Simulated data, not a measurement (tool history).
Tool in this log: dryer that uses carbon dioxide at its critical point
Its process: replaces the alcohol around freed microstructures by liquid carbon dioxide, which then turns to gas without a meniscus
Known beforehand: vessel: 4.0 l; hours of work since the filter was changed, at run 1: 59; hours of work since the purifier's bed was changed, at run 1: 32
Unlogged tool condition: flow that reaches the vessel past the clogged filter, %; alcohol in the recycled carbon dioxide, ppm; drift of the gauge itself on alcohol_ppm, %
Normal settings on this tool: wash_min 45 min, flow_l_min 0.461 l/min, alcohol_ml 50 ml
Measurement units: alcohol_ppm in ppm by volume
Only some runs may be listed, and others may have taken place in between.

run   hour  wash_min  flow_l_min  alcohol_ml  hours of work since the filter was changed  hours of work since the purifier's bed was changed  alcohol_ppm
  1      0        45       0.461          50                                          59                                                  32          265
  2    3.9        45       0.381          50                                          60                                                  33          506
  3   11.4        45       0.381          50                                          62                                                  36          514
  4   15.2        45       0.461          50                                          63                                                  37          276
  5   20.3        45       0.461          50                                          65                                                  38          274
  6   28.4        45       0.461          50                                          67                                                  41          278
  7   36.2        45       0.461          50                                          70                                                  43          277
  8   44.9        45       0.461          50                                          73                                                  46          284
  9   52.6        45       0.692          50                                          75                                                  49           52
 10   59.6        45       0.692          50                                          77                                                  51           53
 11   64.8        45       0.692          50                                          79                                                  52           56
 12     73        45       0.692          50                                          81                                                  55           53
 13     78        45       0.692          50                                          83                                                  57           66
 14     83        45       0.295          50                                          85                                                  58         1068
 15     89        45       0.461          50                                          86                                                  60          286
 16   93.6        45       0.461          50                                          88                                                  61          277
 17  101.9        45       0.461          50                                          91                                                  64          276
 18  110.2        38       0.461          50                                          93                                                  67          487
 19  118.7        38       0.461          50                                          96                                                  69          494
 20  126.2        38       0.461          50                                          98                                                  72          489
 21  132.3        45       0.461          50                                         100                                                  74          286
 22  138.2        45       0.461         107                                         102                                                  75          578
 23  145.9        45       0.461          50                                         104                                                  78          271
 24  150.7        71       0.657          36                                         106                                                  79           18
 25  156.1        30       0.461          26                                         108                                                  81          509
 26  163.8        67       0.461          26                                         110                                                  83           48
 27  167.7        51       0.433          34                                         111                                                  85          161
 28  173.1        51       0.433          87                                         113                                                  86          384
 29  180.4        35       0.461          46                                         115                                                  89          607
 30  187.2        42       0.461          27                                         117                                                  91          211
 31  194.5        35       0.604          30                                         120                                                  93          168
 32  201.3        35       0.604          30                                         122                                                  95          174
 33  210.1        35       0.604          30                                         124                                                  98          178
 34  216.9        45       0.294          50                                         127                                                 100         1116
 35    221        59         0.6          93                                         128                                                 101           53
 36  227.9        37        0.35          50                                         130                                                 104         1169
 37  234.6        37        0.35          50                                         132                                                 106         1134
 38  241.9        29       0.462          61                                         134                                                 108         1305
 39  247.3        29       0.462          61                                         136                                                 110         1257
 40  255.6        48       0.462          64                                         139                                                 112          301
 41  262.8        31       0.461          98                                         141                                                 114         1752
 42  269.2        31       0.461          98                                         143                                                 116         1776
 43  277.9        56       0.669          91                                         146                                                 119           45
 44  285.9        56       0.669          91                                         148                                                 122           53
 45  294.7        56       0.669          91                                         151                                                 124           52
 46  302.4        56       0.669          91                                         153                                                 127           57

Run by run, hidden condition taken away, random variation retained:
run  alcohol_ppm
  1          254
  2          490
  3          497
  4          263
  5          261
  6          264
  7          263
  8          268
  9           43
 10           44
 11           46
 12           43
 13           55
 14         1035
 15          267
 16          258
 17          256
 18          460
 19          467
 20          462
 21          264
 22          543
 23          248
 24            6
 25          482
 26           35
 27          141
 28          352
 29          571
 30          189
 31          146
 32          151
 33          155
 34         1063
 35           34
 36         1114
 37         1079
 38         1242
 39         1195
 40          267
 41         1664
 42         1685
 43           25
 44           31
 45           31
 46           35

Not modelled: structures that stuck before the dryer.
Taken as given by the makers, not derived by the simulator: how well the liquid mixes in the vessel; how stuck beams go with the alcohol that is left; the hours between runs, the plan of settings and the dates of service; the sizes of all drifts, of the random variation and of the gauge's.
